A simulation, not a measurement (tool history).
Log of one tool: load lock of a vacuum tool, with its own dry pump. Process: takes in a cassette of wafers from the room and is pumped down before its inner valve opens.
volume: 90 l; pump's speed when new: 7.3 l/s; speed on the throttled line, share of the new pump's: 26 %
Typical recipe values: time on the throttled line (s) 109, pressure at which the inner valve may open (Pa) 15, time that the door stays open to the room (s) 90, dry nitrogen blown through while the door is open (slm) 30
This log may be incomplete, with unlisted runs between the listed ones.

| run | hour | time on the throttled line (s) | pressure at which the inner valve may open (Pa) | time that the door stays open to the room (s) | dry nitrogen blown through while the door is open (slm) | incoming humidity of the room's air, % | time from the closed door until the inner valve may open (s) | rise of the pressure with all valves shut (Pa/min) |
|---|---|---|---|---|---|---|---|---|
| 1 | 0.0 | 109 | 15 | 90 | 30 | 45.2 | 191.2 | 0.031 |
| 2 | 589.1 | 109 | 15 | 90 | 30 | 45.9 | 189.2 | 0.029 |
| 3 | 1022.1 | 109 | 29 | 90 | 30 | 43.8 | 180.0 | 0.026 |
| 4 | 1751.3 | 109 | 29 | 236 | 30 | 42.0 | 179.4 | 0.049 |
| 5 | 2148.9 | 109 | 15 | 90 | 6 | 40.3 | 191.4 | 0.050 |
| 6 | 2480.5 | 109 | 15 | 90 | 30 | 44.6 | 187.6 | 0.036 |
| 7 | 2953.9 | 109 | 15 | 90 | 30 | 44.4 | 190.6 | 0.026 |
| 8 | 3268.0 | 109 | 15 | 90 | 30 | 46.3 | 189.0 | 0.032 |
| 9 | 3902.7 | 109 | 15 | 90 | 30 | 43.5 | 191.0 | 0.035 |
| 10 | 4373.8 | 109 | 15 | 90 | 30 | 49.7 | 188.9 | 0.032 |
|  | 4772.7 | door's seal changed, seat wiped |
| 11 | 4856.1 | 109 | 15 | 90 | 30 | 46.3 | 193.2 | 0.029 |
| 12 | 5332.0 | 109 | 15 | 90 | 30 | 44.9 | 190.7 | 0.027 |
| 13 | 5725.5 | 156 | 15 | 90 | 30 | 41.6 | 224.1 | 0.030 |
| 14 | 6087.2 | 156 | 15 | 90 | 30 | 44.6 | 225.1 | 0.024 |
| 15 | 6804.9 | 109 | 11 | 90 | 30 | 46.7 | 195.6 | 0.034 |
| 16 | 7109.7 | 109 | 11 | 90 | 30 | 46.0 | 194.0 | 0.029 |
| 17 | 7576.2 | 109 | 11 | 90 | 30 | 46.0 | 195.1 | 0.032 |
| 18 | 7973.0 | 109 | 11 | 90 | 44 | 44.3 | 195.8 | 0.023 |
| 19 | 8322.0 | 109 | 11 | 90 | 44 | 44.5 | 192.5 | 0.027 |
| 20 | 8699.0 | 153 | 15 | 90 | 30 | 44.7 | 223.1 | 0.028 |
| 21 | 9315.4 | 206 | 26 | 70 | 11 | 46.3 | 258.2 | 0.042 |
| 22 | 9943.9 | 91 | 11 | 70 | 11 | 45.9 | 181.0 | 0.042 |
| 23 | 10323.4 | 64 | 20 | 70 | 11 | 45.4 | 153.4 | 0.044 |
| 24 | 10952.8 | 64 | 20 | 70 | 11 | 44.5 | 153.1 | 0.037 |
|  | 11266.9 | door's seal changed, seat wiped |
| 25 | 11432.4 | 153 | 15 | 41 | 30 | 46.4 | 221.9 | 0.023 |
| 26 | 11961.7 | 109 | 15 | 37 | 22 | 47.5 | 188.8 | 0.018 |
| 27 | 12524.4 | 165 | 15 | 132 | 30 | 43.8 | 234.4 | 0.037 |
| 28 | 12873.5 | 165 | 15 | 132 | 30 | 45.9 | 232.7 | 0.030 |
| 29 | 13327.3 | 128 | 15 | 57 | 33 | 46.5 | 204.4 | 0.022 |
| 30 | 13822.7 | 128 | 15 | 57 | 33 | 45.8 | 203.8 | 0.019 |
| 31 | 14436.5 | 128 | 15 | 57 | 33 | 42.9 | 205.3 | 0.017 |
| 32 | 15068.0 | 128 | 15 | 57 | 33 | 46.1 | 203.1 | 0.025 |
| 33 | 15365.1 | 109 | 10 | 41 | 6 | 45.7 | 194.4 | 0.038 |
| 34 | 15816.8 | 109 | 10 | 41 | 6 | 45.3 | 197.7 | 0.039 |
| 35 | 16283.0 | 109 | 11 | 54 | 6 | 46.1 | 192.9 | 0.048 |
| 36 | 16904.2 | 109 | 11 | 54 | 6 | 42.3 | 190.1 | 0.032 |
| 37 | 17553.6 | 114 | 15 | 90 | 30 | 43.9 | 192.5 | 0.032 |

Below are 4 alternative next runs, each starting from the tool's condition after run 37. Predict each:
|  | 17763.7 | door's seal changed, seat wiped |
| A | 18201.6 | 114 | 13 | 90 | 30 | 43.5 | ? | ? |
|  | 17763.7 | door's seal changed, seat wiped |
| B | 18201.6 | 109 | 19 | 90 | 30 | 47.8 | ? | ? |
|  | 17763.7 | door's seal changed, seat wiped |
| C | 18201.6 | 114 | 15 | 90 | 7 | 45.1 | ? | ? |
|  | 17763.7 | door's seal changed, seat wiped |
| D | 18201.6 | 152 | 15 | 67 | 5 | 46.4 | ? | ? |

| run | time from the closed door until the inner valve may open (s) | rise of the pressure with all valves shut (Pa/min) |
|---|---|---|
| A | 196.7 | 0.028 |
| B | 186.8 | 0.033 |
| C | 192.7 | 0.060 |
| D | 221.2 | 0.055 |
With no hidden state in the tool, these same runs would have given:
| run | time from the closed door until the inner valve may open (s) | rise of the pressure with all valves shut (Pa/min) |
|---|---|---|
| A | 196.6 | 0.028 |
| B | 186.7 | 0.033 |
| C | 192.6 | 0.060 |
| D | 221.1 | 0.055 |
